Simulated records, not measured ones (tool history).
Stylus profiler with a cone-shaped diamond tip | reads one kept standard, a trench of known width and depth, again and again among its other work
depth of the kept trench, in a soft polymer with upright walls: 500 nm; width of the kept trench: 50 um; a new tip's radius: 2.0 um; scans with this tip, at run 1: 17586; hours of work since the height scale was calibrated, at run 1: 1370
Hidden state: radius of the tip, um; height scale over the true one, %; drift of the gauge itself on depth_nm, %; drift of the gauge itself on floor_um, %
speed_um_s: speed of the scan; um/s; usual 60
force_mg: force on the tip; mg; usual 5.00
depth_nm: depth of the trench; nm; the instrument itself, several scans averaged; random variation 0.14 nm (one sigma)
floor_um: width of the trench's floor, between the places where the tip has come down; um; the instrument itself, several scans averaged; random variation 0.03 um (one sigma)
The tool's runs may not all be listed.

run,hour,speed_um_s,force_mg,scans with this tip,hours of work since the height scale was calibrated,depth_nm,floor_um
1,0.0,60,5.00,17586,1370,517.18,45.71
2,42.5,60,2.48,17947,1399,512.03,45.67
3,74.6,60,2.48,18220,1420,512.05,45.63
4,132.5,60,5.00,18712,1458,517.30,45.56
5,176.1,60,5.00,19082,1487,517.16,45.64
6,224.5,60,5.00,19493,1519,517.74,45.54
7,259.7,60,5.00,19793,1542,517.46,45.55
8,306.1,60,8.56,20187,1573,523.82,45.53
9,339.8,60,8.56,20473,1595,523.63,45.57
10,368.4,60,8.56,20716,1614,523.72,45.56
11,417.7,60,3.32,21135,1647,514.48,45.41
12,445.3,32,10.14,21369,1665,526.24,45.49
13,494.2,132,1.67,21785,1698,510.91,45.18
14,533.5,17,2.73,22119,1724,513.41,45.42
15,575.4,60,5.85,22475,1751,519.74,45.38
16,637.8,60,5.85,23005,1793,519.79,45.35
17,685.1,72,13.64,23407,1824,531.36,45.36
18,733.8,72,1.67,23820,1856,510.93,45.15
# hour 740.5: height scale calibrated on a step standard
19,786.3,34,8.19,24262,30,519.23,45.32
20,818.6,163,1.83,24537,52,507.26,44.95
21,849.4,163,1.83,24799,72,507.72,44.90

3 ways to go on from here, each from the tool as it stands after run 21. What would each give?
A,890.1,138,5.00,25144,99,?,?
B,890.1,73,1.83,25144,99,?,?
C,890.1,26,12.33,25144,99,?,?

run,depth_nm,floor_um
A,513.91,45.12
B,507.85,45.08
C,525.44,45.32
Without the tool's hidden state the same runs would have given:
run,depth_nm,floor_um
A,513.29,47.20
B,507.23,47.15
C,524.80,47.39

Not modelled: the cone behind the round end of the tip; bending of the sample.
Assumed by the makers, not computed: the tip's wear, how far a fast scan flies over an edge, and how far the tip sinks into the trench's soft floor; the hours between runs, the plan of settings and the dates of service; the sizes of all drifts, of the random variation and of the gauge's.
